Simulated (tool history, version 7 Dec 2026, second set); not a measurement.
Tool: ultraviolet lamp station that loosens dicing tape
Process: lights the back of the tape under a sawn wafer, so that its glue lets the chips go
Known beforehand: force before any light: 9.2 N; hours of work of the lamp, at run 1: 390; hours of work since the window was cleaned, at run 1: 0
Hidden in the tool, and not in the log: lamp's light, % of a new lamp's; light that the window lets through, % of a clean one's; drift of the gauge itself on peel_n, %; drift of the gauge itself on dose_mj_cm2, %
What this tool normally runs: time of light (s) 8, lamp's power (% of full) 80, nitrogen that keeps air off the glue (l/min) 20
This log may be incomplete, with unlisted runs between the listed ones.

run	hour	time of light (s)	lamp's power (% of full)	nitrogen that keeps air off the glue (l/min)	hours of work of the lamp	hours of work since the window was cleaned	force that peels the tape off (N)	light that reached the tape (mJ/cm²)
1	0	8	80	20	390	0	0.484	350
2	12.2	8	80	20	398	9	0.495	353
3	26.9	8	80	17	409	19	0.612	349
4	41.7	8	80	17	419	29	0.61	348
5	54.8	8	80	8	428	39	1.259	339
6	68.9	8	80	20	438	49	0.546	347
7	77.6	8	73	20	444	55	0.693	314
8	86.8	8	73	20	451	61	0.684	310
9	99.5	8	73	20	460	70	0.698	305
10	109.2	8	73	20	467	77	0.703	305
11	117.8	8	80	20	473	83	0.562	328
12	134	8	80	20	484	95	0.55	328
13	149.4	8	80	20	495	105	0.598	325
14	165.9	8	73	20	507	117	0.741	293
15	179.1	4	73	7	516	126	4.093	148
16	189.6	4	73	7	523	134	4.024	148
17	202.2	5	71	18	532	143	2.095	175
18	209.4	6	71	18	537	148	1.609	211
19	219.9	10	62	22	545	155	0.634	308
20	226.8	7	88	12	550	160	1.169	298
21	236.6	7	88	12	557	167	1.122	299
22	246.6	7	81	21	564	174	0.81	274
23	254.8	8	80	11	569	180	1.177	308
24	266.3	8	80	11	577	188	1.184	307
25	274.3	9	80	8	583	194	1.261	347

Each row is a separate what-if for the run after 25, all from the same tool condition, not one after another. Results?
A	288.5	9	80	8	593	204	?	?
B	288.5	9	89	8	593	204	?	?
C	288.5	5	61	7	593	204	?	?
D	288.5	8	80	14	593	204	?	?

run	force that peels the tape off (N)	light that reached the tape (mJ/cm²)
A	1.282	344
B	1.001	380
C	4.284	146
D	0.965	308
Stripped of hidden state, with their random variation kept, the same runs would have yielded:
run	force that peels the tape off (N)	light that reached the tape (mJ/cm²)
A	0.843	422
B	0.636	467
C	3.565	179
D	0.611	378

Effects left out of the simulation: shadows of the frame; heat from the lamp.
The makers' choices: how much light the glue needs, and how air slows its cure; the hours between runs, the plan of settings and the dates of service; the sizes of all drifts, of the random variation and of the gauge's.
